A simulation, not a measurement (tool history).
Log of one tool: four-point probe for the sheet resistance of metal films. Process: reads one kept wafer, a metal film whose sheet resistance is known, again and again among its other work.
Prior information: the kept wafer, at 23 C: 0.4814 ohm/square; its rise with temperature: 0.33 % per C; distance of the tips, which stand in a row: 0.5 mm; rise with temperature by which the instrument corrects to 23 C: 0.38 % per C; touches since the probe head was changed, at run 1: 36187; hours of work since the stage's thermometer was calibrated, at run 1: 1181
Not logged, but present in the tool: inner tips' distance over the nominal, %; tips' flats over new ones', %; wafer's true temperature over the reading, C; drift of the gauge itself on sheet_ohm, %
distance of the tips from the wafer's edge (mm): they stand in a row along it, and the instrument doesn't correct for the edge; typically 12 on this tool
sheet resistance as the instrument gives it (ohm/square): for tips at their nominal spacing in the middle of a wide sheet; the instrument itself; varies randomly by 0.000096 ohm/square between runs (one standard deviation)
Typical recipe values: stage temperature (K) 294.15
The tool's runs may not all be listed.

run,hour,stage temperature (K),distance of the tips from the wafer's edge (mm),touches since the probe head was changed,hours of work since the stage's thermometer was calibrated,sheet resistance as the instrument gives it (ohm/square)
1,0,294.15,12,36187,1181,0.477509
2,76.9,294.15,12,40052,1234,0.477165
3,133.2,294.15,12,42884,1272,0.47685
4,205,294.15,12,46496,1321,0.476437
5,299.3,294.15,63,51235,1385,0.475896
6,346.5,294.15,12,53608,1417,0.476036
7,422.5,294.15,12,57429,1468,0.475692
8,474.1,294.15,12,60023,1503,0.475477
9,532.2,294.15,13,62941,1543,0.47511
10,584.8,294.15,13,65590,1579,0.475038
11,643.3,294.15,13,68527,1618,0.474684
12,737.1,294.15,13,73242,1682,0.474249
13,806.5,294.15,12,76733,1729,0.473997
14,880,294.15,12,80430,1779,0.473752
15,929.2,294.15,4,82902,1812,0.47705
16,983.5,294.15,20,85631,1849,0.473197
17,1069.1,294.15,42,89937,1907,0.472752
18,1142.9,294.15,42,93647,1958,0.472255
19,1184.9,294.15,42,95756,1986,0.472217
# hour 1216.4: stage's thermometer calibrated
# hour 1249.1: new probe head fitted
20,1254.5,306.15,30,272,25,0.479406
21,1343.2,305.15,29,4731,85,0.478935
22,1410.8,305.15,29,8128,131,0.478813
23,1459.3,305.15,29,10566,164,0.478514
24,1533.3,295.15,14,14290,215,0.480528
25,1621.1,304.15,23,18702,274,0.478224
26,1715.9,302.15,12,23471,339,0.478488
27,1800.7,299.15,26,27732,396,0.478502
28,1863.9,299.15,26,30908,439,0.478312
29,1945.9,299.15,26,35030,495,0.478042
30,2007.8,296.15,7,38145,537,0.479559
31,2049.1,298.15,12,40222,565,0.47798
32,2118.1,301.15,31,43687,612,0.477015
33,2216.8,308.15,7,48651,679,0.476369
34,2277.7,296.15,45,51712,720,0.477145
35,2364.6,303.15,64,56083,779,0.475511
36,2455.8,303.15,64,60665,841,0.47492
37,2496.3,293.15,9,62700,869,0.477735

Predict each of these 3 candidate next runs independently; none follows another, all start after run 37:
A,2574.1,294.15,44,66615,921,?
B,2574.1,292.15,12,66615,921,?
C,2574.1,293.15,60,66615,921,?

run,sheet resistance as the instrument gives it (ohm/square)
A,0.476375
B,0.477436
C,0.47646
Without the tool's unlogged condition, the same runs would have read:
run,sheet resistance as the instrument gives it (ohm/square)
A,0.48183
B,0.482905
C,0.481917
